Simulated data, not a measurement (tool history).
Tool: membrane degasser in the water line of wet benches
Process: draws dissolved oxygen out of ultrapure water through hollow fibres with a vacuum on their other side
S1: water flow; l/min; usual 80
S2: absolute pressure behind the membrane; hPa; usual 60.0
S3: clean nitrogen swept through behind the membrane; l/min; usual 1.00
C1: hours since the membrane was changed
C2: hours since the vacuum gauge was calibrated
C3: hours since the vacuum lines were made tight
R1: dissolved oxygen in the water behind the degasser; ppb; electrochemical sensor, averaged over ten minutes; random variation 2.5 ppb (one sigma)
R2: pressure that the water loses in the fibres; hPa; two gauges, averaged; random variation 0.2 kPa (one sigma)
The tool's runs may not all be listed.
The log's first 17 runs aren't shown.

| run | day | S1 | S2 | S3 | C1 | C2 | C3 | R1 | R2 |
|---|---|---|---|---|---|---|---|---|---|
| 18 | 34.262 | 80 | 60.0 | 1.00 | 2646 | 6651 | 7402 | 371.3 | 463.4 |
| 19 | 35.338 | 117 | 40.5 | 1.00 | 2671 | 6677 | 7428 | 172.1 | 681.8 |
| 20 | 37.008 | 52 | 135.1 | 0.61 | 2712 | 6717 | 7468 | 1264.2 | 299.9 |
| 21 | 38.721 | 51 | 61.7 | 1.00 | 2753 | 6758 | 7509 | 283.9 | 297.2 |
| 22 | 40.921 | 57 | 60.0 | 0.60 | 2805 | 6811 | 7562 | 407.0 | 329.7 |
| 23 | 43.033 | 113 | 43.8 | 2.14 | 2856 | 6861 | 7613 | 142.5 | 655.4 |
| 24 | 44.583 | 84 | 60.0 | 2.14 | 2893 | 6899 | 7650 | 227.5 | 491.4 |
| 25 | 45.800 | 80 | 60.0 | 1.24 | 2923 | 6928 | 7679 | 324.7 | 465.4 |
| 26 | 47.779 | 80 | 43.0 | 1.41 | 2970 | 6975 | 7726 | 123.5 | 467.3 |
| 27 | 49.788 | 51 | 108.7 | 0.97 | 3018 | 7023 | 7775 | 715.9 | 293.4 |

The next listed run, before its measurement:
| 28 | 50.892 | 51 | 149.6 | 0.60 | 3045 | 7050 | 7801 | ? | ? |

Run 28 gave R1 1436.5 ppb, R2 296.4 hPa.
Without the tool's hidden state the same run would have given R1 1436.5 ppb, R2 296.3 hPa.
